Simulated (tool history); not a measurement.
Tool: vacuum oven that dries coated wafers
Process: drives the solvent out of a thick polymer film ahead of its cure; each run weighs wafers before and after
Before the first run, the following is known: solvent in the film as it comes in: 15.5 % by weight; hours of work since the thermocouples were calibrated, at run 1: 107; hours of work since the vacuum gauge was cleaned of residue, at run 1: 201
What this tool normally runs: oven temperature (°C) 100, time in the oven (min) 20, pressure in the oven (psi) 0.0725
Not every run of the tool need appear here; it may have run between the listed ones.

run   hour  oven temperature (°C)  time in the oven (min)  pressure in the oven (psi)  hours of work since the thermocouples were calibrated  hours of work since the vacuum gauge was cleaned of residue  solvent left in the film (%)
  1    0.0                    100                      20                      0.0725                                                    107                                                          201                          1.14
  2   10.6                    100                      23                      0.0725                                                    115                                                          209                          0.90
  3   24.9                    100                      23                      0.0725                                                    125                                                          220                          0.88
  4   31.3                    100                      20                      0.0725                                                    130                                                          225                          1.15
  5   38.2                    100                      20                      0.0725                                                    135                                                          230                          1.14
  6   52.7                    100                      20                      0.0725                                                    146                                                          241                          1.17
  7   63.8                    100                      20                      0.0725                                                    155                                                          249                          1.18
  8   76.7                    100                      20                      0.0725                                                    164                                                          259                          1.15
  9   87.2                    100                      20                      0.0725                                                    172                                                          267                          1.14
 10   99.4                    100                      20                      0.2667                                                    181                                                          276                          1.99
 11  108.0                    100                      20                      0.2667                                                    188                                                          283                          1.97
 12  115.1                    100                      20                      0.2667                                                    193                                                          288                          1.96
 13  124.7                    100                      20                      0.2667                                                    201                                                          295                          1.96
 14  134.5                    100                      20                      0.2667                                                    208                                                          303                          1.95
 15  144.7                    100                      20                      0.0725                                                    216                                                          310                          1.17
 16  152.0                    100                      20                      0.0725                                                    221                                                          316                          1.16
 17  164.5                    100                      20                      0.0725                                                    231                                                          325                          1.16
 18  179.7                    100                      20                      0.0725                                                    242                                                          337                          1.14
 19  192.5                    102                      20                      0.0725                                                    252                                                          346                          0.85
 20  200.7                    100                      15                      0.1780                                                    258                                                          352                          2.37
 21  208.0                     99                      24                      0.0718                                                    263                                                          358                          0.93
 22  223.2                     99                      24                      0.0718                                                    275                                                          369                          0.95
 23  233.4                     99                      24                      0.0718                                                    283                                                          377                          0.95
 24  242.9                     92                      11                      0.1870                                                    290                                                          384                          6.17
 25  254.6                     92                      11                      0.1870                                                    299                                                          393                          6.20
 26  269.3                     93                      13                      0.1877                                                    310                                                          404                          5.15
 27  280.3                     93                      13                      0.1877                                                    318                                                          413                          5.17
 28  289.2                     93                      13                      0.1877                                                    325                                                          419                          5.07
 29  298.2                     93                      13                      0.1877                                                    331                                                          426                          5.12
 30  306.5                     93                      13                      0.1877                                                    338                                                          432                          5.09
 31  321.8                     92                      22                      0.1181                                                    349                                                          444                          2.96
 32  334.3                     92                      22                      0.1181                                                    359                                                          453                          2.98
 33  344.0                    100                      11                      0.0725                                                    366                                                          461                          3.12
 34  357.5                    100                      11                      0.0725                                                    376                                                          471                          3.14
 35  366.9                     89                      14                      0.0725                                                    383                                                          478                          5.68
 36  373.9                     89                      19                      0.0632                                                    388                                                          483                          4.26
 37  385.2                     89                      19                      0.0632                                                    397                                                          492                          4.25

Consider 4 possible next runs. They are alternatives, not a sequence: every one starts from the tool as it was left by run 37. What does each give?
  A  399.4                    112                      14                      0.0724                                                    408                                                          502                             ?
  B  399.4                    111                      24                      0.1382                                                    408                                                          502                             ?
  C  399.4                     89                      17                      0.0632                                                    408                                                          502                             ?
  D  399.4                    100                      10                      0.0986                                                    408                                                          502                             ?

run  solvent left in the film (%)
  A                          0.42
  B                          0.41
  C                          4.74
  D                          3.59
The same runs, with their run-to-run variation unchanged, on a tool lacking any hidden condition would have given:
run  solvent left in the film (%)
  A                          0.42
  B                          0.41
  C                          4.74
  D                          3.59
